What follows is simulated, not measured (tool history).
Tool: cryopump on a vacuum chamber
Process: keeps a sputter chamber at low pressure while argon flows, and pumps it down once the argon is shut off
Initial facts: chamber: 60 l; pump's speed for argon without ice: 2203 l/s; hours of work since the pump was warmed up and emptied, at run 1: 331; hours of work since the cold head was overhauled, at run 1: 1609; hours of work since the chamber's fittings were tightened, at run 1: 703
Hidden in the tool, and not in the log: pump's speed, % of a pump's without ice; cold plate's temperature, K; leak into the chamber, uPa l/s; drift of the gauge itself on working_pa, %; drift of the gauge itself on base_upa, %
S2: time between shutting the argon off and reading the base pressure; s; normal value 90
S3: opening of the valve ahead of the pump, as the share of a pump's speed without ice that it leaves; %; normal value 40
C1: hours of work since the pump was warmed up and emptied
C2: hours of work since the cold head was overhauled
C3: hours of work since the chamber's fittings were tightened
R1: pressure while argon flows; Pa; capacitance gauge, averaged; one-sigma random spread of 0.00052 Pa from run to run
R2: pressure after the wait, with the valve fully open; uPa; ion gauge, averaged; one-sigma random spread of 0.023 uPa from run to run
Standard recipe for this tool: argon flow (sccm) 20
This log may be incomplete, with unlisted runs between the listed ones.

run 1 hour=0.0 | argon_flow_(sccm)=20 S2=90 S3=40 | C1=331 C2=1609 C3=703 | R1=0.0408 R2=1.49
run 2 hour=37.3 | argon_flow_(sccm)=20 S2=90 S3=40 | C1=363 C2=1641 C3=735 | R1=0.0430 R2=1.54
run 3 hour=86.1 | argon_flow_(sccm)=20 S2=90 S3=40 | C1=406 C2=1684 C3=778 | R1=0.0428 R2=1.56
run 4 hour=108.3 | argon_flow_(sccm)=20 S2=90 S3=40 | C1=425 C2=1703 C3=797 | R1=0.0430 R2=1.66
run 5 hour=133.4 | argon_flow_(sccm)=13 S2=90 S3=40 | C1=447 C2=1725 C3=819 | R1=0.0285 R2=1.65
run 6 hour=172.4 | argon_flow_(sccm)=13 S2=90 S3=40 | C1=481 C2=1759 C3=853 | R1=0.0276 R2=1.75
run 7 hour=206.7 | argon_flow_(sccm)=39 S2=90 S3=40 | C1=510 C2=1789 C3=882 | R1=0.0859 R2=1.82
run 8 hour=254.0 | argon_flow_(sccm)=39 S2=90 S3=40 | C1=551 C2=1830 C3=924 | R1=0.0875 R2=1.82
run 9 hour=299.7 | argon_flow_(sccm)=20 S2=90 S3=37 | C1=591 C2=1869 C3=963 | R1=0.0478 R2=1.96
run 10 hour=320.9 | argon_flow_(sccm)=20 S2=215 S3=29 | C1=609 C2=1888 C3=982 | R1=0.0615 R2=1.60
-- hour=328.2 pump warmed up, emptied and cooled again
run 11 hour=371.5 | argon_flow_(sccm)=20 S2=215 S3=29 | C1=38 C2=1927 C3=1021 | R1=0.0540 R2=1.27
run 12 hour=392.5 | argon_flow_(sccm)=8 S2=261 S3=31 | C1=56 C2=1945 C3=1039 | R1=0.0198 R2=1.27
run 13 hour=430.4 | argon_flow_(sccm)=29 S2=79 S3=18 | C1=89 C2=1978 C3=1072 | R1=0.1244 R2=1.76
run 14 hour=468.5 | argon_flow_(sccm)=25 S2=109 S3=21 | C1=122 C2=2011 C3=1105 | R1=0.0941 R2=1.61
run 15 hour=503.9 | argon_flow_(sccm)=19 S2=90 S3=15 | C1=152 C2=2042 C3=1136 | R1=0.0979 R2=1.86
run 16 hour=529.3 | argon_flow_(sccm)=19 S2=90 S3=15 | C1=175 C2=2064 C3=1158 | R1=0.0997 R2=1.79
run 17 hour=554.2 | argon_flow_(sccm)=19 S2=90 S3=15 | C1=196 C2=2086 C3=1180 | R1=0.0993 R2=1.88
run 18 hour=597.1 | argon_flow_(sccm)=16 S2=193 S3=15 | C1=233 C2=2123 C3=1217 | R1=0.0849 R2=1.55

Across each entry between runs, compare the hidden state at the last listed run before it with the hidden state at the first listed run after it:
Between runs 10 and 11: pump warmed up, emptied and cooled again (hour 328.2)
  pump's speed, % of a pump's without ice: 68.7 -> 97.4; cold plate's temperature, K: 13.32 -> 13.34; leak into the chamber, uPa l/s: 2025 -> 2091
  measured result minus the result with no hidden state, R1: +0.0076 -> +0.0009 Pa; R2: +1.23 -> +0.88 uPa
